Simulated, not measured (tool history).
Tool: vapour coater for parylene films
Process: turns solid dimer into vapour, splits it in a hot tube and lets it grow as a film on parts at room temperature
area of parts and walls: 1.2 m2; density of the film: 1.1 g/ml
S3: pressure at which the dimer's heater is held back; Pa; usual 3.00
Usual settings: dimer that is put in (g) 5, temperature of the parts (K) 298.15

Run 1, day 0.000: usual settings. Result: thickness of the film (nm) 2530.
Run 2, day 1.504: usual settings but temperature of the parts (K) 295.15. Result: thickness of the film (nm) 2740.
Run 3, day 3.946: usual settings but dimer that is put in (g) 3. Result: thickness of the film (nm) 1470.
Run 4, day 5.938: usual settings but dimer that is put in (g) 3. Result: thickness of the film (nm) 1500.
Run 5, day 7.946: usual settings but dimer that is put in (g) 3. Result: thickness of the film (nm) 1560.
Run 6, day 10.358: usual settings but dimer that is put in (g) 3. Result: thickness of the film (nm) 1480.
Run 7, day 11.892: usual settings but dimer that is put in (g) 3. Result: thickness of the film (nm) 1470.
Run 8, day 13.417: usual settings but dimer that is put in (g) 3, temperature of the parts (K) 309.15. Result: thickness of the film (nm) 1100.
Run 9, day 15.333: usual settings but dimer that is put in (g) 3, temperature of the parts (K) 309.15. Result: thickness of the film (nm) 1130.
Run 10, day 16.583: usual settings but S3 4.89 Pa. Result: thickness of the film (nm) 2290.
Run 11, day 19.246: usual settings but temperature of the parts (K) 301.15, S3 4.89 Pa. Result: thickness of the film (nm) 2110.
Run 12, day 20.538: usual settings but dimer that is put in (g) 3, temperature of the parts (K) 301.15, S3 4.89 Pa. Result: thickness of the film (nm) 1320.
Run 13, day 22.479: usual settings but temperature of the parts (K) 295.15. Result: thickness of the film (nm) 2700.
Run 14, day 24.858: usual settings but temperature of the parts (K) 295.15. Result: thickness of the film (nm) 2680.
Run 15, day 26.508: usual settings but dimer that is put in (g) 4. Result: thickness of the film (nm) 1990.
Run 16, day 28.908: usual settings but temperature of the parts (K) 291.15. Result: thickness of the film (nm) 2920.
Run 17, day 30.096: usual settings but dimer that is put in (g) 9, temperature of the parts (K) 296.15. Result: thickness of the film (nm) 4650.
Run 18, day 32.175: usual settings but dimer that is put in (g) 6, temperature of the parts (K) 294.15, S3 5.44 Pa. Result: thickness of the film (nm) 2980.
Run 19, day 33.817: usual settings but dimer that is put in (g) 6, temperature of the parts (K) 294.15, S3 5.44 Pa. Result: thickness of the film (nm) 2970.
Run 20, day 36.196: usual settings but S3 7.99 Pa. Result: thickness of the film (nm) 2070.
Run 21, day 38.629: usual settings but S3 7.99 Pa. Result: thickness of the film (nm) 2110.
At day 40.283: trap's valve overhauled.
Run 22, day 40.696: usual settings but dimer that is put in (g) 4, temperature of the parts (K) 293.15. Result: thickness of the film (nm) 2230.
Run 23, day 43.233: usual settings but dimer that is put in (g) 2, temperature of the parts (K) 293.15, S3 7.28 Pa. Result: thickness of the film (nm) 970.
Run 24, day 44.338: usual settings but dimer that is put in (g) 6, temperature of the parts (K) 293.15, S3 3.69 Pa. Result: thickness of the film (nm) 3300.
Run 25, day 46.692: usual settings but dimer that is put in (g) 2, temperature of the parts (K) 308.15, S3 8.91 Pa. Result: thickness of the film (nm) 660.
Run 26, day 48.750: usual settings but dimer that is put in (g) 2, temperature of the parts (K) 308.15, S3 8.91 Pa. Result: thickness of the film (nm) 620.
Run 27, day 50.500: usual settings but dimer that is put in (g) 3, temperature of the parts (K) 305.15. Result: thickness of the film (nm) 1230.
Run 28, day 52.792: usual settings but dimer that is put in (g) 4, temperature of the parts (K) 303.15, S3 10.24 Pa. Result: thickness of the film (nm) 1440.
Run 29, day 55.038: usual settings but dimer that is put in (g) 4, temperature of the parts (K) 303.15, S3 10.24 Pa. Result: thickness of the film (nm) 1400.

Forecast each of these 5 alternatives for the next run:
Run A, day 57.221: usual settings but S3 3.97 Pa. Result: thickness of the film (nm) ?.
Run B, day 57.221: usual settings but dimer that is put in (g) 4, temperature of the parts (K) 307.15, S3 2.03 Pa. Result: thickness of the film (nm) ?.
Run C, day 57.221: usual settings but dimer that is put in (g) 4, temperature of the parts (K) 303.15, S3 6.94 Pa. Result: thickness of the film (nm) ?.
Run D, day 57.221: usual settings but temperature of the parts (K) 302.15. Result: thickness of the film (nm) ?.
Run E, day 57.221: usual settings but dimer that is put in (g) 4, temperature of the parts (K) 303.15, S3 3.97 Pa. Result: thickness of the film (nm) ?.

run  thickness of the film (nm)
  A                        2360
  B                        1710
  C                        1530
  D                        2250
  E                        1680
Without the tool's hidden state the same runs would have given:
run  thickness of the film (nm)
  A                        2370
  B                        1720
  C                        1540
  D                        2260
  E                        1680
